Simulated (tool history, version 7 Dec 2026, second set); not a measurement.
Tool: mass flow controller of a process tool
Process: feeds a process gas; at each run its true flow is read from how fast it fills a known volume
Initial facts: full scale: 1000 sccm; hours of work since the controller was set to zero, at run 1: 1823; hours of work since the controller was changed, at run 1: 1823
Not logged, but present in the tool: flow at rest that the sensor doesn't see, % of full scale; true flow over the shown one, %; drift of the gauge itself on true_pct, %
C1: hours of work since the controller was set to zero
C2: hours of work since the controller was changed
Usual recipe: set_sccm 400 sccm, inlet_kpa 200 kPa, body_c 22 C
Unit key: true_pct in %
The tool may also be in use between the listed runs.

Run 1, hour 0.0: usual settings; C1 1823; C2 1823. Result: true_pct 98.99 %.
Run 2, hour 107.1: usual settings but inlet_kpa 263 kPa; C1 1887; C2 1887. Result: true_pct 98.45 %.
Run 3, hour 156.3: usual settings but inlet_kpa 263 kPa; C1 1916; C2 1916. Result: true_pct 98.60 %.
Run 4, hour 231.9: usual settings but inlet_kpa 263 kPa; C1 1961; C2 1961. Result: true_pct 98.60 %.
Run 5, hour 286.1: usual settings but inlet_kpa 263 kPa; C1 1993; C2 1993. Result: true_pct 98.50 %.
Run 6, hour 344.6: usual settings but inlet_kpa 263 kPa; C1 2028; C2 2028. Result: true_pct 98.55 %.
Run 7, hour 440.2: usual settings but inlet_kpa 263 kPa; C1 2085; C2 2085. Result: true_pct 98.51 %.
Run 8, hour 490.6: usual settings; C1 2115; C2 2115. Result: true_pct 99.06 %.
Run 9, hour 583.8: usual settings; C1 2170; C2 2170. Result: true_pct 99.08 %.
Run 10, hour 655.1: usual settings; C1 2213; C2 2213. Result: true_pct 99.02 %.
Run 11, hour 701.5: usual settings; C1 2240; C2 2240. Result: true_pct 99.12 %.
Run 12, hour 783.8: usual settings; C1 2289; C2 2289. Result: true_pct 99.10 %.
At hour 792.5: controller's zero set anew.
Run 13, hour 872.5: usual settings but set_sccm 537 sccm; C1 48; C2 2342. Result: true_pct 99.22 %.
Run 14, hour 976.8: usual settings but set_sccm 537 sccm; C1 110; C2 2404. Result: true_pct 99.36 %.
Run 15, hour 1063.4: usual settings but set_sccm 520 sccm, inlet_kpa 243 kPa, body_c 24 C; C1 161; C2 2455. Result: true_pct 98.81 %.
Run 16, hour 1176.9: usual settings but set_sccm 956 sccm, inlet_kpa 208 kPa; C1 229; C2 2523. Result: true_pct 100.45 %.
Run 17, hour 1237.8: usual settings but set_sccm 956 sccm, inlet_kpa 208 kPa; C1 265; C2 2559. Result: true_pct 100.45 %.
Run 18, hour 1325.9: usual settings but set_sccm 956 sccm, inlet_kpa 208 kPa; C1 317; C2 2612. Result: true_pct 100.60 %.
Run 19, hour 1385.8: usual settings but set_sccm 563 sccm, inlet_kpa 208 kPa, body_c 25 C; C1 353; C2 2647. Result: true_pct 99.25 %.
At hour 1440.6: controller's zero set anew, once more.
Run 20, hour 1440.6: usual settings but inlet_kpa 266 kPa, body_c 23 C; C1 0; C2 2680. Result: true_pct 99.13 %.
Run 21, hour 1498.1: usual settings but set_sccm 308 sccm, inlet_kpa 245 kPa, body_c 36 C; C1 34; C2 2714. Result: true_pct 97.82 %.
Run 22, hour 1598.1: usual settings but set_sccm 308 sccm, inlet_kpa 245 kPa, body_c 36 C; C1 94; C2 2773. Result: true_pct 97.84 %.
Run 23, hour 1665.2: usual settings but set_sccm 271 sccm, inlet_kpa 182 kPa, body_c 20 C; C1 134; C2 2813. Result: true_pct 99.61 %.
Run 24, hour 1761.8: usual settings but set_sccm 984 sccm, inlet_kpa 203 kPa, body_c 26 C; C1 191; C2 2871. Result: true_pct 100.71 %.
Run 25, hour 1810.5: usual settings but set_sccm 984 sccm, inlet_kpa 203 kPa, body_c 26 C; C1 220; C2 2900. Result: true_pct 100.67 %.
Run 26, hour 1900.4: usual settings but set_sccm 984 sccm, inlet_kpa 203 kPa, body_c 38 C; C1 274; C2 2953. Result: true_pct 99.68 %.
Run 27, hour 1970.1: usual settings but set_sccm 984 sccm, inlet_kpa 203 kPa, body_c 38 C; C1 315; C2 2995. Result: true_pct 99.78 %.
Run 28, hour 2030.6: usual settings but set_sccm 623 sccm, inlet_kpa 231 kPa, body_c 31 C; C1 351; C2 3031. Result: true_pct 99.31 %.

Each row is a separate what-if for the run after 28, all from the same tool condition, not one after another. Results?
Run A, hour 2113.2: usual settings but set_sccm 176 sccm, inlet_kpa 248 kPa; C1 400; C2 3080. Result: true_pct ?.
Run B, hour 2113.2: usual settings but set_sccm 113 sccm, inlet_kpa 206 kPa, body_c 31 C; C1 400; C2 3080. Result: true_pct ?.
Run C, hour 2113.2: usual settings but set_sccm 155 sccm, inlet_kpa 231 kPa, body_c 31 C; C1 400; C2 3080. Result: true_pct ?.

run  true_pct
  A     98.54
  B     97.83
  C     97.88
Had the tool no hidden state, the same runs would have come out as:
run  true_pct
  A     98.02
  B     97.56
  C     97.42
